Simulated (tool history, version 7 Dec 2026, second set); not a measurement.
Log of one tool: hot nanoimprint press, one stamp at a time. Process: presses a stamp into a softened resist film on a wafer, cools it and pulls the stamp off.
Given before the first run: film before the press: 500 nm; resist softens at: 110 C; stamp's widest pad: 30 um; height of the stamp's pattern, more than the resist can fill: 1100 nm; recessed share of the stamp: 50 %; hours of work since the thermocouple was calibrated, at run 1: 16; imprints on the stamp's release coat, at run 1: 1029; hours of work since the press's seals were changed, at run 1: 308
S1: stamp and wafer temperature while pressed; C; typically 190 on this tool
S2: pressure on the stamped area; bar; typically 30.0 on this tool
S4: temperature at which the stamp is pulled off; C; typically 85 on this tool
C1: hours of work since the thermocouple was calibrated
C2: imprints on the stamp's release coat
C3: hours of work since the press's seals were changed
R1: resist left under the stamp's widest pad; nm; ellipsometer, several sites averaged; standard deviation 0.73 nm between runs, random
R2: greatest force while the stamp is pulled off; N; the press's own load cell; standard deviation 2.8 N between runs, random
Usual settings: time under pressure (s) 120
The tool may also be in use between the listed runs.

Run 1, hour 0.0: usual settings; C1 16; C2 1029; C3 308. Result: R1 294.3 nm, R2 131 N.
Run 2, hour 21.9: usual settings; C1 28; C2 1099; C3 321. Result: R1 295.0 nm, R2 138 N.
Run 3, hour 38.2: usual settings but time under pressure (s) 71; C1 37; C2 1152; C3 330. Result: R1 344.3 nm, R2 136 N.
Run 4, hour 58.3: usual settings but time under pressure (s) 71; C1 49; C2 1216; C3 341. Result: R1 344.2 nm, R2 139 N.
Run 5, hour 80.4: usual settings; C1 61; C2 1288; C3 353. Result: R1 295.5 nm, R2 132 N.
Run 6, hour 98.4: usual settings; C1 71; C2 1346; C3 364. Result: R1 296.5 nm, R2 135 N.
Run 7, hour 120.8: usual settings; C1 84; C2 1418; C3 376. Result: R1 295.8 nm, R2 130 N.
Run 8, hour 133.3: usual settings; C1 91; C2 1458; C3 383. Result: R1 296.8 nm, R2 131 N.
Run 9, hour 142.5: usual settings; C1 96; C2 1488; C3 388. Result: R1 296.3 nm, R2 139 N.
Run 10, hour 157.8: usual settings; C1 105; C2 1537; C3 397. Result: R1 297.7 nm, R2 135 N.
Run 11, hour 175.1: usual settings; C1 115; C2 1593; C3 407. Result: R1 298.2 nm, R2 131 N.
At hour 187.1: stamp cleaned and given a new release coat.
Run 12, hour 199.7: usual settings; C1 125; C2 40; C3 417. Result: R1 296.1 nm, R2 133 N.
Run 13, hour 220.2: usual settings; C1 137; C2 106; C3 429. Result: R1 298.6 nm, R2 130 N.
Run 14, hour 229.4: usual settings; C1 142; C2 136; C3 434. Result: R1 298.8 nm, R2 132 N.
Run 15, hour 243.6: usual settings; C1 150; C2 182; C3 442. Result: R1 298.8 nm, R2 138 N.
Run 16, hour 260.1: usual settings but S1 186 C, time under pressure (s) 126, S4 73 C; C1 159; C2 235; C3 451. Result: R1 332.5 nm, R2 141 N.
Run 17, hour 271.5: usual settings but S1 186 C, time under pressure (s) 126, S4 73 C; C1 166; C2 271; C3 458. Result: R1 333.2 nm, R2 145 N.
Run 18, hour 289.9: usual settings but S1 197 C, S2 47.1 bar, time under pressure (s) 126, S4 87 C; C1 176; C2 331; C3 468. Result: R1 190.6 nm, R2 131 N.
Run 19, hour 302.1: usual settings but S1 200 C, time under pressure (s) 107, S4 72 C; C1 183; C2 370; C3 475. Result: R1 222.7 nm, R2 148 N.
Run 20, hour 316.7: usual settings but S1 200 C, time under pressure (s) 107, S4 72 C; C1 191; C2 417; C3 483. Result: R1 224.2 nm, R2 148 N.
Run 21, hour 332.8: usual settings but S1 195 C, time under pressure (s) 158, S4 78 C; C1 200; C2 469; C3 492. Result: R1 229.1 nm, R2 139 N.
Run 22, hour 355.1: usual settings but S1 193 C, S2 37.8 bar, time under pressure (s) 158, S4 78 C; C1 213; C2 541; C3 505. Result: R1 223.7 nm, R2 145 N.
Run 23, hour 376.0: usual settings but S1 193 C, S2 37.8 bar, time under pressure (s) 158, S4 78 C; C1 224; C2 609; C3 517. Result: R1 225.0 nm, R2 137 N.
Run 24, hour 395.7: usual settings but S1 184 C; C1 236; C2 672; C3 528. Result: R1 360.2 nm, R2 128 N.
Run 25, hour 407.9: usual settings but S1 184 C, time under pressure (s) 110; C1 242; C2 712; C3 535. Result: R1 368.6 nm, R2 136 N.
Run 26, hour 421.5: usual settings but S1 184 C, time under pressure (s) 110; C1 250; C2 755; C3 542. Result: R1 368.6 nm, R2 135 N.
Run 27, hour 435.7: usual settings but S1 184 C, time under pressure (s) 172, S4 86 C; C1 258; C2 801; C3 550. Result: R1 327.4 nm, R2 129 N.
Run 28, hour 445.4: usual settings but S1 184 C, time under pressure (s) 172, S4 86 C; C1 264; C2 832; C3 556. Result: R1 327.6 nm, R2 133 N.
Run 29, hour 455.0: usual settings but S1 200 C, time under pressure (s) 172, S4 70 C; C1 269; C2 863; C3 561. Result: R1 185.7 nm, R2 145 N.

Here are 3 independent what-if runs from the current tool condition. What would each one return?
At hour 467.7: gauge calibrated.
Run A, hour 473.6: usual settings but S1 196 C, S2 40.9 bar, time under pressure (s) 172, S4 70 C; C1 279; C2 923; C3 572. Result: R1 ?, R2 ?.
At hour 467.7: gauge calibrated.
Run B, hour 473.6: usual settings but S2 46.7 bar; C1 279; C2 923; C3 572. Result: R1 ?, R2 ?.
At hour 467.7: gauge calibrated.
Run C, hour 473.6: usual settings but S2 41.2 bar, time under pressure (s) 66, S4 71 C; C1 279; C2 923; C3 572. Result: R1 ?, R2 ?.

run     R1   R2
  A  183.2  151
  B  249.5  135
  C  320.4  148
Stripped of hidden state, with their random variation kept, the same runs would have yielded:
run     R1   R2
  A  182.9  150
  B  249.1  134
  C  320.0  147

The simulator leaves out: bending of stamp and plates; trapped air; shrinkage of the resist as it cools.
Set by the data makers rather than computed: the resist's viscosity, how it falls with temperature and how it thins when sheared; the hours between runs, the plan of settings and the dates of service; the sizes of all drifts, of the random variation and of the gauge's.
